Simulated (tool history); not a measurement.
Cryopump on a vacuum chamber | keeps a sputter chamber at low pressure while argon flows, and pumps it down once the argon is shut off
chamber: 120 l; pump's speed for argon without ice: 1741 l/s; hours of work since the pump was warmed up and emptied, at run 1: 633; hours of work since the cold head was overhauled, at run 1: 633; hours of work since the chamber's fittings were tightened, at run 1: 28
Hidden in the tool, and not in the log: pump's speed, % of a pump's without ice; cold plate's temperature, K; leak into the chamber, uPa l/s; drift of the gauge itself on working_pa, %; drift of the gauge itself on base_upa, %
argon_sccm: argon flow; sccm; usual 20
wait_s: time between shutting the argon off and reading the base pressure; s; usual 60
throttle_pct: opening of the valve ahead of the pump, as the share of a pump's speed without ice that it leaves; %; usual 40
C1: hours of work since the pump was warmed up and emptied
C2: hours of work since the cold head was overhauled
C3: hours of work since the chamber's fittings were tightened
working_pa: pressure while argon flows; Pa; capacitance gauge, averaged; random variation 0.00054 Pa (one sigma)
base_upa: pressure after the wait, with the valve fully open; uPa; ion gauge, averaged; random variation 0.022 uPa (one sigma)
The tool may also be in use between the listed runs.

run 1 hour=0 | argon_sccm=20 wait_s=60 throttle_pct=40 | C1=633 C2=633 C3=28 | working_pa=0.0546 base_upa=0.74
run 2 hour=34.9 | argon_sccm=13 wait_s=60 throttle_pct=40 | C1=655 C2=655 C3=50 | working_pa=0.0366 base_upa=0.75
run 3 hour=75.1 | argon_sccm=20 wait_s=60 throttle_pct=23 | C1=681 C2=681 C3=76 | working_pa=0.091 base_upa=0.78
run 4 hour=111.1 | argon_sccm=20 wait_s=60 throttle_pct=23 | C1=704 C2=704 C3=99 | working_pa=0.093 base_upa=0.8
run 5 hour=152.9 | argon_sccm=20 wait_s=60 throttle_pct=23 | C1=730 C2=730 C3=125 | working_pa=0.0927 base_upa=0.84
run 6 hour=173.2 | argon_sccm=20 wait_s=60 throttle_pct=23 | C1=743 C2=743 C3=138 | working_pa=0.0927 base_upa=0.87
run 7 hour=214.5 | argon_sccm=20 wait_s=60 throttle_pct=23 | C1=769 C2=769 C3=165 | working_pa=0.0921 base_upa=0.89
run 8 hour=258.9 | argon_sccm=20 wait_s=60 throttle_pct=23 | C1=798 C2=798 C3=193 | working_pa=0.0926 base_upa=0.91
run 9 hour=291.9 | argon_sccm=20 wait_s=60 throttle_pct=23 | C1=819 C2=819 C3=214 | working_pa=0.0927 base_upa=0.89
run 10 hour=334.2 | argon_sccm=20 wait_s=60 throttle_pct=23 | C1=845 C2=845 C3=241 | working_pa=0.0933 base_upa=0.94
-- hour=372.8 pump warmed up, emptied and cooled again
run 11 hour=373.4 | argon_sccm=20 wait_s=60 throttle_pct=37 | C1=0 C2=867 C3=262 | working_pa=0.053 base_upa=0.81
run 12 hour=414.8 | argon_sccm=20 wait_s=60 throttle_pct=37 | C1=27 C2=893 C3=289 | working_pa=0.0523 base_upa=0.81
run 13 hour=444.1 | argon_sccm=20 wait_s=60 throttle_pct=37 | C1=45 C2=912 C3=307 | working_pa=0.053 base_upa=0.88
run 14 hour=469.8 | argon_sccm=20 wait_s=61 throttle_pct=40 | C1=62 C2=928 C3=324 | working_pa=0.0493 base_upa=0.88
run 15 hour=493.8 | argon_sccm=20 wait_s=61 throttle_pct=40 | C1=77 C2=944 C3=339 | working_pa=0.049 base_upa=0.86
run 16 hour=512.1 | argon_sccm=20 wait_s=60 throttle_pct=40 | C1=89 C2=955 C3=351 | working_pa=0.0491 base_upa=0.89
run 17 hour=544.3 | argon_sccm=20 wait_s=60 throttle_pct=40 | C1=109 C2=976 C3=371 | working_pa=0.05 base_upa=0.88
run 18 hour=569.7 | argon_sccm=10 wait_s=180 throttle_pct=18 | C1=125 C2=992 C3=387 | working_pa=0.0541 base_upa=0.56
run 19 hour=591.5 | argon_sccm=10 wait_s=104 throttle_pct=59 | C1=139 C2=1006 C3=401 | working_pa=0.0172 base_upa=0.68
run 20 hour=629.5 | argon_sccm=10 wait_s=104 throttle_pct=33 | C1=163 C2=1030 C3=425 | working_pa=0.0299 base_upa=0.69
run 21 hour=664.6 | argon_sccm=10 wait_s=104 throttle_pct=33 | C1=186 C2=1052 C3=448 | working_pa=0.0309 base_upa=0.7
run 22 hour=696 | argon_sccm=10 wait_s=104 throttle_pct=33 | C1=205 C2=1072 C3=467 | working_pa=0.0304 base_upa=0.75
run 23 hour=719 | argon_sccm=20 wait_s=34 throttle_pct=20 | C1=220 C2=1087 C3=482 | working_pa=0.0987 base_upa=1.31
run 24 hour=750.8 | argon_sccm=33 wait_s=201 throttle_pct=19 | C1=240 C2=1107 C3=502 | working_pa=0.1723 base_upa=0.64
run 25 hour=774.8 | argon_sccm=20 wait_s=58 throttle_pct=16 | C1=256 C2=1122 C3=518 | working_pa=0.124 base_upa=0.98
run 26 hour=812.5 | argon_sccm=20 wait_s=27 throttle_pct=53 | C1=280 C2=1146 C3=542 | working_pa=0.0399 base_upa=1.57
run 27 hour=850.3 | argon_sccm=26 wait_s=113 throttle_pct=37 | C1=304 C2=1170 C3=566 | working_pa=0.0722 base_upa=0.8
run 28 hour=873.2 | argon_sccm=26 wait_s=289 throttle_pct=37 | C1=318 C2=1185 C3=580 | working_pa=0.0717 base_upa=0.66
run 29 hour=912.4 | argon_sccm=11 wait_s=28 throttle_pct=60 | C1=343 C2=1210 C3=605 | working_pa=0.0205 base_upa=1.57
run 30 hour=946.1 | argon_sccm=11 wait_s=28 throttle_pct=60 | C1=364 C2=1231 C3=626 | working_pa=0.0193 base_upa=1.62
run 31 hour=977.4 | argon_sccm=28 wait_s=255 throttle_pct=32 | C1=384 C2=1251 C3=646 | working_pa=0.0895 base_upa=0.7
run 32 hour=1011.9 | argon_sccm=28 wait_s=145 throttle_pct=34 | C1=406 C2=1273 C3=668 | working_pa=0.0855 base_upa=0.75
run 33 hour=1034.1 | argon_sccm=28 wait_s=36 throttle_pct=37 | C1=420 C2=1287 C3=682 | working_pa=0.0783 base_upa=1.55
run 34 hour=1070.7 | argon_sccm=11 wait_s=60 throttle_pct=40 | C1=444 C2=1310 C3=706 | working_pa=0.0286 base_upa=1.12

4 ways to go on from here, each from the tool as it stands after run 34. What would each give?
run A hour=1095.4 | argon_sccm=20 wait_s=60 throttle_pct=15 | C1=459 C2=1326 C3=721 | working_pa=? base_upa=?
run B hour=1095.4 | argon_sccm=20 wait_s=135 throttle_pct=40 | C1=459 C2=1326 C3=721 | working_pa=? base_upa=?
run C hour=1095.4 | argon_sccm=11 wait_s=60 throttle_pct=40 | C1=459 C2=1326 C3=721 | working_pa=? base_upa=?
run D hour=1095.4 | argon_sccm=36 wait_s=33 throttle_pct=25 | C1=459 C2=1326 C3=721 | working_pa=? base_upa=?

run=A working_pa=0.1346 base_upa=1.11
run=B working_pa=0.0533 base_upa=0.88
run=C working_pa=0.0297 base_upa=1.13
run=D working_pa=0.1463 base_upa=1.54
Without the tool's hidden state the same runs would have given:
run=A working_pa=0.1305 base_upa=0.65
run=B working_pa=0.0492 base_upa=0.41
run=C working_pa=0.0274 base_upa=0.67
run=D working_pa=0.1389 base_upa=1.08
